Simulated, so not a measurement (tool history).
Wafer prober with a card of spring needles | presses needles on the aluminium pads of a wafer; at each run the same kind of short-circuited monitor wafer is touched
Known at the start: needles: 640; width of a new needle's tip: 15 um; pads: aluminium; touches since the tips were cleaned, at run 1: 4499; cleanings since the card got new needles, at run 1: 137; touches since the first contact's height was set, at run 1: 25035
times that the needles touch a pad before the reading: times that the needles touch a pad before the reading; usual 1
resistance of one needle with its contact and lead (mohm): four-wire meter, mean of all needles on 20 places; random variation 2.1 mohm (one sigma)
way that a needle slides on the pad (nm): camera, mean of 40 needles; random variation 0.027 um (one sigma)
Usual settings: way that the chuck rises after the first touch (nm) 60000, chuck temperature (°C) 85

run     day  way that the chuck rises after the first touch (nm)  chuck temperature (°C)  times that the needles touch a pad before the reading  touches since the tips were cleaned  cleanings since the card got new needles  touches since the first contact's height was set  resistance of one needle with its contact and lead (mohm)  way that a needle slides on the pad (nm)
  1       0                                                60000                      85                                                      1                                 4499                                       137                                             25035                                                        308                                     16040
      0.088  -- tips cleaned on abrasive film
      0.421  -- tips cleaned on abrasive film
      0.754  -- tips cleaned on abrasive film
      1.088  -- tips cleaned on abrasive film
        1.5  -- tips cleaned on abrasive film
  2   1.525                                                60000                      85                                                      1                                  394                                       142                                             48532                                                        267                                     15870
      1.858  -- tips cleaned on abrasive film
      2.275  -- tips cleaned on abrasive film
      2.608  -- tips cleaned on abrasive film
      2.942  -- tips cleaned on abrasive film
      3.275  -- tips cleaned on abrasive film
      3.692  -- tips cleaned on abrasive film
      3.867  -- height of the first contact set anew
      4.121  -- tips cleaned on abrasive film
      4.454  -- tips cleaned on abrasive film
      4.788  -- tips cleaned on abrasive film
  3   4.983                                                59000                      85                                                      1                                 3081                                       151                                             17200                                                        313                                     15770
       5.15  -- tips cleaned on abrasive film
      5.483  -- tips cleaned on abrasive film
        5.9  -- tips cleaned on abrasive film
      6.233  -- tips cleaned on abrasive film
       6.65  -- tips cleaned on abrasive film
      7.067  -- tips cleaned on abrasive film
      7.479  -- tips cleaned on abrasive film
      7.812  -- tips cleaned on abrasive film
      8.146  -- tips cleaned on abrasive film
  4   8.321                                                59000                      85                                                      1                                 2700                                       160                                             68672                                                        309                                     15550
      8.488  -- tips cleaned on abrasive film
      8.904  -- tips cleaned on abrasive film
      9.238  -- tips cleaned on abrasive film
      9.333  -- height of the first contact set anew
      9.583  -- tips cleaned on abrasive film
         10  -- tips cleaned on abrasive film
     10.333  -- tips cleaned on abrasive film
      10.75  -- tips cleaned on abrasive film
     11.162  -- tips cleaned on abrasive film
     11.579  -- tips cleaned on abrasive film
  5  11.617                                                60000                      85                                                      1                                  568                                       169                                             35222                                                        274                                     16010
      11.95  -- tips cleaned on abrasive film
     12.283  -- tips cleaned on abrasive film
     12.696  -- tips cleaned on abrasive film
     13.029  -- tips cleaned on abrasive film
     13.362  -- tips cleaned on abrasive film
  6  13.425                                                60000                      85                                                      1                                  924                                       174                                             63100                                                        274                                     15880
     13.758  -- tips cleaned on abrasive film
     14.092  -- tips cleaned on abrasive film
     14.425  -- tips cleaned on abrasive film
     14.758  -- tips cleaned on abrasive film
     14.771  -- height of the first contact set anew
     15.104  -- tips cleaned on abrasive film
     15.517  -- tips cleaned on abrasive film
     15.933  -- tips cleaned on abrasive film
  7  16.062                                                60000                      53                                                      1                                 2008                                       181                                             19976                                                        303                                     16060
     16.312  -- tips cleaned on abrasive film
     16.729  -- tips cleaned on abrasive film
     16.896  -- tips cleaned on abrasive film, once more
     17.229  -- tips cleaned on abrasive film
     17.562  -- tips cleaned on abrasive film
     17.979  -- tips cleaned on abrasive film
     18.383  -- tips cleaned on abrasive film
  8  18.383                                                70000                      85                                                      1                                    0                                       188                                             55722                                                        243                                     18540
     18.717  -- tips cleaned on abrasive film
      19.05  -- tips cleaned on abrasive film
     19.467  -- tips cleaned on abrasive film
       19.8  -- tips cleaned on abrasive film
       20.3  -- card fitted with new needles
     20.712  -- tips cleaned on abrasive film
     21.046  -- tips cleaned on abrasive film
     21.379  -- tips cleaned on abrasive film
     21.796  -- tips cleaned on abrasive film
     22.129  -- tips cleaned on abrasive film
  9  22.217                                                60000                      85                                                      1                                 1398                                         5                                             29634                                                        255                                     15970
     22.471  -- tips cleaned on abrasive film
     22.804  -- tips cleaned on abrasive film
     23.221  -- tips cleaned on abrasive film
     23.554  -- tips cleaned on abrasive film
     23.967  -- tips cleaned on abrasive film
 10  24.092                                                60000                      85                                                      1                                 1940                                        10                                             58535                                                        264                                     15810
     24.342  -- tips cleaned on abrasive film
     24.675  -- tips cleaned on abrasive film
     25.008  -- tips cleaned on abrasive film
     25.425  -- tips cleaned on abrasive film
     25.758  -- tips cleaned on abrasive film
     25.771  -- height of the first contact set anew
     26.104  -- tips cleaned on abrasive film
     26.438  -- tips cleaned on abrasive film
     26.771  -- tips cleaned on abrasive film
 11  27.008                                                75000                      56                                                      2                                 3690                                        18                                             19092                                                        244                                     20090
     27.175  -- tips cleaned on abrasive film
     27.508  -- tips cleaned on abrasive film
     27.925  -- tips cleaned on abrasive film
     28.342  -- tips cleaned on abrasive film
     28.754  -- tips cleaned on abrasive film
 12  28.921                                                42000                      42                                                      1                                 2578                                        23                                             48623                                                        319                                     11140
     29.171  -- tips cleaned on abrasive film
     29.504  -- tips cleaned on abrasive film
     29.838  -- tips cleaned on abrasive film
     30.171  -- tips cleaned on abrasive film
     30.504  -- tips cleaned on abrasive film
     30.917  -- tips cleaned on abrasive film
 13  31.054                                                60000                      85                                                      3                                 2151                                        29                                             81538                                                        250                                     15740
     31.233  -- height of the first contact set anew
     31.321  -- tips cleaned on abrasive film
     31.654  -- tips cleaned on abrasive film
     31.988  -- tips cleaned on abrasive film
     32.321  -- tips cleaned on abrasive film
     32.733  -- tips cleaned on abrasive film
     33.067  -- tips cleaned on abrasive film
     33.483  -- tips cleaned on abrasive film
     33.871  -- tips cleaned on abrasive film
 14  33.871                                                41000                      39                                                      2                                    0                                        37                                             40653                                                        237                                     10830
     34.288  -- tips cleaned on abrasive film
     34.621  -- tips cleaned on abrasive film
     35.038  -- tips cleaned on abrasive film
     35.371  -- tips cleaned on abrasive film
     35.704  -- tips cleaned on abrasive film
 15  35.892                                                43000                      53                                                      2                                 2902                                        42                                             71791                                                        284                                     11240
     36.058  -- tips cleaned on abrasive film
     36.392  -- tips cleaned on abrasive film
     36.725  -- tips cleaned on abrasive film
     36.738  -- height of the first contact set anew
     37.154  -- tips cleaned on abrasive film
     37.488  -- tips cleaned on abrasive film
     37.821  -- tips cleaned on abrasive film
 16  37.825                                                43000                      53                                                      2                                   81                                        48                                             16766                                                        245                                     11500
     38.158  -- tips cleaned on abrasive film
     38.492  -- tips cleaned on abrasive film
     38.825  -- tips cleaned on abrasive film
     39.158  -- tips cleaned on abrasive film
     39.575  -- tips cleaned on abrasive film
     39.988  -- tips cleaned on abrasive film
     40.321  -- tips cleaned on abrasive film
     40.738  -- tips cleaned on abrasive film
 17  40.758                                                43000                      53                                                      2                                  351                                        56                                             62039                                                        247                                     11240
     41.092  -- tips cleaned on abrasive film
     41.425  -- tips cleaned on abrasive film
     41.842  -- tips cleaned on abrasive film
     42.183  -- height of the first contact set anew
     42.271  -- tips cleaned on abrasive film
     42.604  -- tips cleaned on abrasive film
     42.938  -- tips cleaned on abrasive film
     43.271  -- tips cleaned on abrasive film
     43.688  -- tips cleaned on abrasive film
 18  44.004                                                43000                      53                                                      2                                 4975                                        64                                             28077                                                        301                                     11460
     44.092  -- tips cleaned on abrasive film
     44.425  -- tips cleaned on abrasive film
     44.758  -- tips cleaned on abrasive film
     45.171  -- tips cleaned on abrasive film
     45.588  -- tips cleaned on abrasive film
     45.921  -- tips cleaned on abrasive film
     46.338  -- tips cleaned on abrasive film
     46.671  -- tips cleaned on abrasive film
     47.004  -- tips cleaned on abrasive film
 19  47.312                                                43000                      53                                                      2                                 4833                                        73                                             79114                                                        307                                     11240
       47.4  -- tips cleaned on abrasive film
     47.658  -- height of the first contact set anew
     47.746  -- tips cleaned on abrasive film
     48.079  -- tips cleaned on abrasive film
     48.412  -- tips cleaned on abrasive film
     48.829  -- tips cleaned on abrasive film
     49.162  -- tips cleaned on abrasive film
 20  49.438                                                60000                      36                                                      3                                 4339                                        79                                             27441                                                        250                                     16000

3 ways to go on from here, each from the tool as it stands after run 20. What would each give?
     49.525  -- tips cleaned on abrasive film
     49.858  -- tips cleaned on abrasive film
     50.275  -- tips cleaned on abrasive film
     50.608  -- tips cleaned on abrasive film
     50.942  -- tips cleaned on abrasive film
     51.275  -- tips cleaned on abrasive film
     51.692  -- tips cleaned on abrasive film
     52.025  -- tips cleaned on abrasive film
     52.358  -- tips cleaned on abrasive film
  A  52.562                                                60000                     122                                                      3                                 3223                                        88                                             75586                                                          ?                                         ?
     49.525  -- tips cleaned on abrasive film
     49.858  -- tips cleaned on abrasive film
     50.275  -- tips cleaned on abrasive film
     50.608  -- tips cleaned on abrasive film
     50.942  -- tips cleaned on abrasive film
     51.275  -- tips cleaned on abrasive film
     51.692  -- tips cleaned on abrasive film
     52.025  -- tips cleaned on abrasive film
     52.358  -- tips cleaned on abrasive film
  B  52.562                                                60000                     109                                                      1                                 3223                                        88                                             75586                                                          ?                                         ?
     49.525  -- tips cleaned on abrasive film
     49.858  -- tips cleaned on abrasive film
     50.275  -- tips cleaned on abrasive film
     50.608  -- tips cleaned on abrasive film
     50.942  -- tips cleaned on abrasive film
     51.275  -- tips cleaned on abrasive film
     51.692  -- tips cleaned on abrasive film
     52.025  -- tips cleaned on abrasive film
     52.358  -- tips cleaned on abrasive film
  C  52.562                                                60000                      74                                                      3                                 3223                                        88                                             75586                                                          ?                                         ?

run  resistance of one needle with its contact and lead (mohm)  way that a needle slides on the pad (nm)
  A                                                        265                                     15760
  B                                                        298                                     15730
  C                                                        258                                     15670
Without the tool's hidden state the same runs would have given:
run  resistance of one needle with its contact and lead (mohm)  way that a needle slides on the pad (nm)
  A                                                        242                                     16190
  B                                                        238                                     16160
  C                                                        233                                     16110

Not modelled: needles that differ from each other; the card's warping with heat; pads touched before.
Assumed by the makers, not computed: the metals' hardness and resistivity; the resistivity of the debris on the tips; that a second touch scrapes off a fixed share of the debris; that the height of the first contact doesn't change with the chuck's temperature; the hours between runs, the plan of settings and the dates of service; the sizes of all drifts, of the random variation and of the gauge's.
